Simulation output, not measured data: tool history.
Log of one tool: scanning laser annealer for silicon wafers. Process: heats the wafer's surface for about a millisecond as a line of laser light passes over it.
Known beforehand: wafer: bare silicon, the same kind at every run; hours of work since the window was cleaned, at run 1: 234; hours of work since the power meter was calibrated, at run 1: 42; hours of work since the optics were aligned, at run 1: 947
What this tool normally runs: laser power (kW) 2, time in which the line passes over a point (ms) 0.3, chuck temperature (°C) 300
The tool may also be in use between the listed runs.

run   hour  laser power (kW)  time in which the line passes over a point (ms)  chuck temperature (°C)  hours of work since the window was cleaned  hours of work since the power meter was calibrated  hours of work since the optics were aligned  highest temperature of the surface (°C)
  1      0                 2                                              0.3                     300                                         234                                                  42                                          947                                      997
  2    6.3                 2                                              0.3                     300                                         237                                                  45                                          950                                      999
  3   10.1                 2                                              0.3                     300                                         239                                                  47                                          952                                     1003
  4   16.1                 2                                              0.3                     300                                         242                                                  50                                          955                                      994
  5   21.9                 2                                              0.3                     300                                         245                                                  53                                          957                                     1000
  6   30.7                 2                                              0.3                     300                                         249                                                  57                                          961                                      996
  7   36.1                 2                                              0.3                     300                                         251                                                  59                                          964                                     1000
  8   43.3                 2                                              0.3                     300                                         255                                                  63                                          967                                      997
  9     50             1.931                                              0.3                     300                                         258                                                  66                                          970                                      967
 10   58.2             1.931                                              0.3                     300                                         262                                                  70                                          974                                      968
 11   62.5             1.931                                              0.3                     300                                         264                                                  72                                          976                                      967
 12   70.8             1.931                                              0.3                     300                                         267                                                  75                                          980                                      969
 13   78.1             1.931                                              0.3                     300                                         271                                                  79                                          984                                      964
 14   86.9               1.8                                              0.3                     300                                         275                                                  83                                          988                                      908
 15   95.5               1.8                                            0.301                     289                                         279                                                  87                                          992                                      900
 16  104.4               1.8                                            0.301                     289                                         283                                                  91                                          996                                      897
     110.1  -- optics aligned, line set to its width
 17  114.8             1.795                                            0.349                     323                                         286                                                  94                                            2                                      977
 18  123.6             1.717                                            0.269                     273                                         290                                                  98                                            6                                      808
 19  129.9             1.884                                              0.3                     293                                         293                                                 101                                            9                                      927
 20  133.9             1.884                                            0.358                     293                                         295                                                 103                                           11                                      993
       143  -- optics aligned, line set to its width, once more
 21  143.4               1.9                                            0.311                     291                                         297                                                 105                                            0                                      974
 22  151.3             2.125                                            0.311                     334                                         300                                                 108                                            4                                     1117
 23  156.4             2.006                                            0.227                     325                                         303                                                 111                                            6                                      936
 24  163.7             1.829                                            0.285                     325                                         306                                                 114                                           10                                      940
 25  168.2                 2                                            0.219                     300                                         308                                                 116                                           12                                      899
 26  174.5             1.926                                            0.333                     307                                         311                                                 119                                           15                                     1025
 27    179                 2                                            0.265                     266                                         313                                                 121                                           17                                      931
 28  184.7                 2                                            0.275                     323                                         316                                                 124                                           19                                      997

Each row is a separate what-if for the run after 28, all from the same tool condition, not one after another. Results?
  A  190.4              2.14                                            0.241                     279                                         319                                                 127                                           22                                        ?
  B  190.4                 2                                            0.213                     280                                         319                                                 127                                           22                                        ?
  C  190.4             1.811                                            0.239                     282                                         319                                                 127                                           22                                        ?
  D  190.4             1.942                                            0.275                     323                                         319                                                 127                                           22                                        ?

run  highest temperature of the surface (°C)
  A                                      963
  B                                      867
  C                                      832
  D                                      973
With the hidden condition removed and each run's random variation left untouched, the same runs would have given:
run  highest temperature of the surface (°C)
  A                                      984
  B                                      884
  C                                      849
  D                                      993

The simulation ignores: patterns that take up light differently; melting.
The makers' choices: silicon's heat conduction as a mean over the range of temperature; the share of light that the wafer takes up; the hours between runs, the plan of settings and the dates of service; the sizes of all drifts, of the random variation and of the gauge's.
